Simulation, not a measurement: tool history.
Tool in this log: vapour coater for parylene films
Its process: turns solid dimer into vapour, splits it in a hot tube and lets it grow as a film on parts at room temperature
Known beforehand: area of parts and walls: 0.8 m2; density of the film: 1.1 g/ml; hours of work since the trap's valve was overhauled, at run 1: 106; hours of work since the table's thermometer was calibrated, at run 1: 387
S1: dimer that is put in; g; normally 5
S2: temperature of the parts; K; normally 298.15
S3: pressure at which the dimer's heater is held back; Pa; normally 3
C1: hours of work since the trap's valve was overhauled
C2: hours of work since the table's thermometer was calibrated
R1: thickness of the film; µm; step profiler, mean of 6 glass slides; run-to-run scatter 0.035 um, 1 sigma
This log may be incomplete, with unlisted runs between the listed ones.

Run 1, hour 0: usual settings; C1 106; C2 387. Result: R1 3.5 µm.
Run 2, hour 20.3: usual settings but S3 5.04 Pa; C1 121; C2 402. Result: R1 3.21 µm.
Run 3, hour 42: usual settings; C1 138; C2 418. Result: R1 3.42 µm.
Run 4, hour 58.6: usual settings; C1 150; C2 431. Result: R1 3.42 µm.
Run 5, hour 68.6: usual settings; C1 158; C2 438. Result: R1 3.42 µm.
Run 6, hour 82.3: usual settings; C1 168; C2 449. Result: R1 3.43 µm.
Run 7, hour 101.3: usual settings; C1 182; C2 463. Result: R1 3.43 µm.
Run 8, hour 117.8: usual settings but S2 303.15 K; C1 194; C2 475. Result: R1 2.9 µm.
Run 9, hour 127.5: usual settings; C1 202; C2 483. Result: R1 3.38 µm.
Run 10, hour 145.3: usual settings but S1 9 g; C1 215; C2 496. Result: R1 6.04 µm.
Run 11, hour 163.2: usual settings; C1 228; C2 509. Result: R1 3.35 µm.
Run 12, hour 177.6: usual settings but S1 3 g; C1 239; C2 520. Result: R1 2.02 µm.
Run 13, hour 188.1: usual settings; C1 247; C2 528. Result: R1 3.28 µm.
Run 14, hour 209.5: usual settings; C1 263; C2 544. Result: R1 3.35 µm.
Run 15, hour 230: usual settings; C1 278; C2 559. Result: R1 3.31 µm.
Run 16, hour 251.4: usual settings; C1 295; C2 575. Result: R1 3.3 µm.
Run 17, hour 269.8: usual settings but S2 301.15 K, S3 6.87 Pa; C1 308; C2 589. Result: R1 2.66 µm.
Run 18, hour 289.9: usual settings but S3 3.44 Pa; C1 323; C2 604. Result: R1 3.18 µm.
Run 19, hour 303.6: usual settings but S3 6.84 Pa; C1 334; C2 615. Result: R1 2.9 µm.
Run 20, hour 315.2: usual settings but S1 6 g, S2 304.15 K, S3 5.08 Pa; C1 342; C2 623. Result: R1 2.99 µm.
Run 21, hour 333.6: usual settings but S1 2 g, S2 300.15 K, S3 7.53 Pa; C1 356; C2 637. Result: R1 1.11 µm.
Run 22, hour 345.9: usual settings but S1 9 g, S2 304.15 K, S3 6.61 Pa; C1 365; C2 646. Result: R1 4.37 µm.
Run 23, hour 366.5: usual settings but S1 4 g, S2 290.15 K; C1 381; C2 662. Result: R1 3.32 µm.
At hour 386.3: trap's valve overhauled.
Run 24, hour 391.8: usual settings but S1 2 g, S3 3.11 Pa; C1 4; C2 678. Result: R1 1.43 µm.
Run 25, hour 412.7: usual settings but S1 2 g, S3 3.11 Pa; C1 20; C2 693. Result: R1 1.41 µm.
Run 26, hour 425.4: usual settings but S3 11.69 Pa; C1 29; C2 703. Result: R1 2.95 µm.
Run 27, hour 446.7: usual settings but S1 7 g, S3 3.55 Pa; C1 45; C2 719. Result: R1 4.85 µm.
Run 28, hour 462.2: usual settings but S1 7 g, S3 3.55 Pa; C1 57; C2 730. Result: R1 4.75 µm.
Run 29, hour 473.2: usual settings but S1 7 g, S2 301.15 K, S3 8.54 Pa; C1 65; C2 739. Result: R1 3.86 µm.
Run 30, hour 485.9: usual settings but S1 4 g; C1 75; C2 748. Result: R1 2.76 µm.
Run 31, hour 500.7: usual settings but S1 4 g, S2 301.15 K, S3 5.81 Pa; C1 86; C2 759. Result: R1 2.27 µm.

Had the tool no unlogged condition, and each run kept its random variation, what would the results have been?
The hidden state here: vapour lost through the trap's worn valve, %; true temperature of the parts over the reading, C; drift of the gauge itself on film_um, %.
run    R1
  1  3.64
  2  3.35
  3   3.6
  4  3.61
  5  3.61
  6  3.63
  7  3.66
  8   3.1
  9  3.62
 10   6.5
 11  3.61
 12  2.18
 13  3.56
 14  3.65
 15  3.63
 16  3.63
 17  2.94
 18  3.54
 19  3.24
 20  3.35
 21  1.24
 22  4.91
 23  3.75
 24  1.47
 25  1.45
 26  3.04
 27  5.03
 28  4.94
 29  4.02
 30  2.89
 31  2.38
